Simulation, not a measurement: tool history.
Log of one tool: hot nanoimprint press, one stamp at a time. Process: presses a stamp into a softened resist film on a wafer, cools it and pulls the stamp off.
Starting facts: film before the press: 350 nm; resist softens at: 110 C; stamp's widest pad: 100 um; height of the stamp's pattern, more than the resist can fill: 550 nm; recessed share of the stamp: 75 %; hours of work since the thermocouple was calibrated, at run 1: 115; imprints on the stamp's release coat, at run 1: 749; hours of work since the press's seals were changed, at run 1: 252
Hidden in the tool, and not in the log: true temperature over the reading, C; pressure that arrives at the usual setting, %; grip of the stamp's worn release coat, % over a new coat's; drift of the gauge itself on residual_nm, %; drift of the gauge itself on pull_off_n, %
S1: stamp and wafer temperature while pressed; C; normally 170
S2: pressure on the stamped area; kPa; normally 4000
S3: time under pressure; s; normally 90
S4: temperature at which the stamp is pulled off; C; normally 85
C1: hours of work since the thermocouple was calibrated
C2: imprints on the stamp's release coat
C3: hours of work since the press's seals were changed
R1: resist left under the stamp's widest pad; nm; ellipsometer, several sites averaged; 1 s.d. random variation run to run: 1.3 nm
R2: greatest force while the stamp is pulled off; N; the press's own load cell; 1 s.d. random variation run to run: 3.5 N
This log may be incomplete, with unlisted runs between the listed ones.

run 1 hour=0 | S1=170 S2=4000 S3=90 S4=85 | C1=115 C2=749 C3=252 | R1=197 R2=205
run 2 hour=77.3 | S1=170 S2=4310 S3=90 S4=85 | C1=151 C2=988 C3=289 | R1=193.2 R2=218
run 3 hour=143.9 | S1=176 S2=4310 S3=90 S4=85 | C1=183 C2=1194 C3=320 | R1=141.6 R2=228
run 4 hour=210.2 | S1=176 S2=4310 S3=90 S4=85 | C1=214 C2=1400 C3=351 | R1=141 R2=236
run 5 hour=279 | S1=170 S2=4000 S3=90 S4=85 | C1=246 C2=1613 C3=384 | R1=204.5 R2=260
-- hour=347 stamp cleaned and given a new release coat
run 6 hour=370.9 | S1=170 S2=4000 S3=90 S4=85 | C1=287 C2=74 C3=425 | R1=207.5 R2=173
run 7 hour=450.7 | S1=170 S2=4000 S3=90 S4=85 | C1=325 C2=321 C3=462 | R1=206.6 R2=177
run 8 hour=509.5 | S1=170 S2=4000 S3=90 S4=85 | C1=353 C2=503 C3=490 | R1=209.2 R2=192
run 9 hour=588.4 | S1=170 S2=4000 S3=90 S4=85 | C1=390 C2=747 C3=527 | R1=209.7 R2=213
-- hour=616.9 press's hydraulic seals changed and the load cell set to zero
run 10 hour=639.3 | S1=170 S2=4000 S3=90 S4=85 | C1=410 C2=880 C3=11 | R1=207.2 R2=208
run 11 hour=680.4 | S1=170 S2=4000 S3=90 S4=85 | C1=430 C2=1007 C3=30 | R1=210.1 R2=218
run 12 hour=732.9 | S1=170 S2=4000 S3=90 S4=85 | C1=454 C2=1170 C3=55 | R1=206.1 R2=236
run 13 hour=789 | S1=170 S2=4000 S3=90 S4=85 | C1=481 C2=1343 C3=81 | R1=210 R2=238
run 14 hour=851.8 | S1=170 S2=4000 S3=90 S4=85 | C1=511 C2=1538 C3=111 | R1=209 R2=264
run 15 hour=898.8 | S1=170 S2=4000 S3=90 S4=78 | C1=533 C2=1683 C3=133 | R1=211 R2=268
-- hour=942.3 stamp cleaned and given a new release coat
run 16 hour=962.3 | S1=170 S2=4000 S3=90 S4=78 | C1=560 C2=62 C3=160 | R1=212.5 R2=187
run 17 hour=1001.8 | S1=170 S2=4000 S3=90 S4=78 | C1=579 C2=184 C3=179 | R1=214.6 R2=184
-- hour=1034 plate thermocouple calibrated
run 18 hour=1070.5 | S1=170 S2=4000 S3=90 S4=78 | C1=17 C2=387 C3=210 | R1=190 R2=195
run 19 hour=1134.1 | S1=178 S2=3840 S3=122 S4=75 | C1=47 C2=584 C3=240 | R1=116.3 R2=210
run 20 hour=1178.7 | S1=174 S2=6220 S3=101 S4=86 | C1=68 C2=722 C3=261 | R1=120 R2=201
run 21 hour=1220.4 | S1=160 S2=5400 S3=70 S4=84 | C1=88 C2=851 C3=281 | R1=283.1 R2=213
run 22 hour=1265.2 | S1=160 S2=5400 S3=70 S4=84 | C1=109 C2=990 C3=302 | R1=285.2 R2=212
run 23 hour=1335.1 | S1=170 S2=4000 S3=109 S4=85 | C1=142 C2=1206 C3=335 | R1=188.8 R2=227
run 24 hour=1380.1 | S1=170 S2=4000 S3=109 S4=85 | C1=164 C2=1345 C3=357 | R1=187.9 R2=237
run 25 hour=1457.2 | S1=169 S2=4000 S3=76 S4=85 | C1=200 C2=1584 C3=393 | R1=218.4 R2=249
run 26 hour=1503 | S1=166 S2=4830 S3=132 S4=87 | C1=222 C2=1725 C3=415 | R1=203.9 R2=255
-- hour=1538.6 stamp cleaned and given a new release coat
run 27 hour=1548.6 | S1=166 S2=4830 S3=132 S4=83 | C1=240 C2=31 C3=433 | R1=205.5 R2=179
run 28 hour=1612.7 | S1=172 S2=4000 S3=90 S4=85 | C1=271 C2=229 C3=464 | R1=184 R2=178
run 29 hour=1682.9 | S1=170 S2=6350 S3=90 S4=85 | C1=304 C2=446 C3=497 | R1=161.5 R2=190

5 ways to go on from here, each from the tool as it stands after run 29. What would each give?
run A hour=1759.9 | S1=170 S2=6350 S3=138 S4=85 | C1=340 C2=685 C3=533 | R1=? R2=?
run B hour=1759.9 | S1=170 S2=3530 S3=51 S4=89 | C1=340 C2=685 C3=533 | R1=? R2=?
run C hour=1759.9 | S1=168 S2=3910 S3=178 S4=85 | C1=340 C2=685 C3=533 | R1=? R2=?
run D hour=1759.9 | S1=161 S2=3540 S3=90 S4=79 | C1=340 C2=685 C3=533 | R1=? R2=?
run E hour=1759.9 | S1=170 S2=6350 S3=90 S4=73 | C1=340 C2=685 C3=533 | R1=? R2=?

run=A R1=143.8 R2=201
run=B R1=250.1 R2=192
run=C R1=187.8 R2=197
run=D R1=304.1 R2=207
run=E R1=164.2 R2=216
With no hidden state in the tool, these same runs would have given:
run=A R1=130.7 R2=165
run=B R1=237.8 R2=158
run=C R1=175 R2=162
run=D R1=294.6 R2=170
run=E R1=149.7 R2=178

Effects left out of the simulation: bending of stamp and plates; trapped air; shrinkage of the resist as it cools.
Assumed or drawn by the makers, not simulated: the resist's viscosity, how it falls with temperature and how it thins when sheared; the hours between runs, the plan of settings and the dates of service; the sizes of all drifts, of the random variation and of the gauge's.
